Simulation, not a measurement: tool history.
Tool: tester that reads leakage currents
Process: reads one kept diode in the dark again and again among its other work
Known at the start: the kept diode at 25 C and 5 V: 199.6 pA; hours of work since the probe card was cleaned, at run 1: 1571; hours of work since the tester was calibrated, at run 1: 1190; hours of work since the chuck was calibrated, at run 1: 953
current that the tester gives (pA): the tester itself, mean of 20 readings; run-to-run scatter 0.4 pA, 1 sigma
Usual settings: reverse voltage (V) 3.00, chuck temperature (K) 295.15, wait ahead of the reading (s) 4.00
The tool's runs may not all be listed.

run    hour  reverse voltage (V)  chuck temperature (K)  wait ahead of the reading (s)  hours of work since the probe card was cleaned  hours of work since the tester was calibrated  hours of work since the chuck was calibrated  current that the tester gives (pA)
  1     0.0                 3.00                 295.15                           4.00                                            1571                                           1190                                           953                              148.21
  2    68.8                 3.00                 295.15                           0.39                                            1622                                           1242                                          1004                              149.94
  3   100.1                 3.00                 295.15                           0.39                                            1645                                           1265                                          1027                              149.64
  4   160.6                 3.00                 317.15                           0.39                                            1690                                           1310                                          1072                              817.81
  5   236.1                 3.00                 317.15                           0.39                                            1747                                           1366                                          1129                              823.20
  6   299.9                 3.00                 317.15                           0.39                                            1794                                           1414                                          1176                              828.60
      320.8  -- probe card cleaned and baked
  7   360.3                 3.00                 310.15                           4.00                                              29                                           1457                                          1219                              497.65
  8   394.0                 3.00                 310.15                           4.00                                              55                                           1482                                          1244                              494.90
  9   432.0                 3.00                 295.15                           4.00                                              83                                           1510                                          1272                              153.53
 10   467.3                 5.66                 295.15                           4.00                                             109                                           1537                                          1299                              194.85
 11   514.3                13.25                 295.15                           4.00                                             144                                           1572                                          1334                              268.09
      531.3  -- probe card cleaned and baked, once more
 12   557.0                13.25                 295.15                           4.00                                              19                                           1601                                          1363                              243.39
 13   596.8                13.25                 295.15                           0.55                                              49                                           1631                                          1393                              246.38
 14   635.6                13.25                 295.15                           0.55                                              78                                           1660                                          1422                              247.31
 15   710.8                11.69                 295.15                           0.55                                             134                                           1716                                          1478                              238.47
 16   783.1                 3.00                 295.15                           8.38                                             188                                           1770                                          1532                              152.72
 17   846.6                 3.00                 295.15                           8.38                                             235                                           1817                                          1579                              152.32
 18   901.2                 3.00                 295.15                           8.38                                             276                                           1858                                          1620                              154.11
 19   965.2                 3.00                 295.15                           8.38                                             323                                           1905                                          1668                              154.41
 20  1005.1                 3.00                 295.15                           8.38                                             353                                           1935                                          1697                              154.54
 21  1058.5                 5.27                 295.15                           4.00                                             393                                           1975                                          1737                              187.26
 22  1097.5                 1.20                 295.15                           2.95                                             422                                           2004                                          1766                              115.59
 23  1135.6                 1.20                 295.15                           2.95                                             450                                           2032                                          1795                              115.33
 24  1211.0                 1.67                 302.15                           4.00                                             507                                           2089                                          1851                              229.72
 25  1277.7                 1.67                 302.15                           4.00                                             556                                           2138                                          1901                              230.46
     1340.1  -- tester calibrated
 26  1342.5                 1.67                 302.15                           4.00                                             603                                              2                                          1948                              225.82
 27  1390.9                 1.67                 302.15                           4.00                                             639                                             38                                          1984                              226.94
 28  1458.0                16.11                 295.15                           0.98                                             689                                             88                                          2034                              280.28
 29  1495.9                 1.91                 295.15                           0.98                                             718                                            116                                          2062                              135.43
 30  1531.2                 3.00                 308.15                           2.89                                             744                                            142                                          2088                              444.55
 31  1608.2                 3.00                 308.15                           2.89                                             801                                            200                                          2146                              446.23
 32  1655.6                 2.53                 295.15                           0.46                                             837                                            235                                          2181                              150.84
 33  1718.1                 1.31                 295.15                           0.67                                             883                                            282                                          2227                              121.50
 34  1761.5                 1.31                 295.15                           0.67                                             916                                            314                                          2260                              121.37
 35  1814.4                 1.09                 303.15                           0.40                                             955                                            354                                          2299                              219.16
 36  1883.9                10.54                 304.15                           4.18                                            1007                                            405                                          2351                              506.37
 37  1929.6                10.54                 304.15                           4.18                                            1041                                            439                                          2385                              511.60

What if the next run were any one of these 3? Each begins from the tool's condition after run 37:
  A  1983.9                11.04                 294.15                           1.92                                            1081                                            480                                          2426                                   ?
  B  1983.9                 8.56                 304.15                           6.95                                            1081                                            480                                          2426                                   ?
  C  1983.9                10.54                 304.15                           2.01                                            1081                                            480                                          2426                                   ?

run  current that the tester gives (pA)
  A                              237.19
  B                              479.92
  C                              515.33
The same runs, with their run-to-run variation unchanged, on a tool lacking any hidden condition would have given:
run  current that the tester gives (pA)
  A                              185.35
  B                              390.40
  C                              418.19
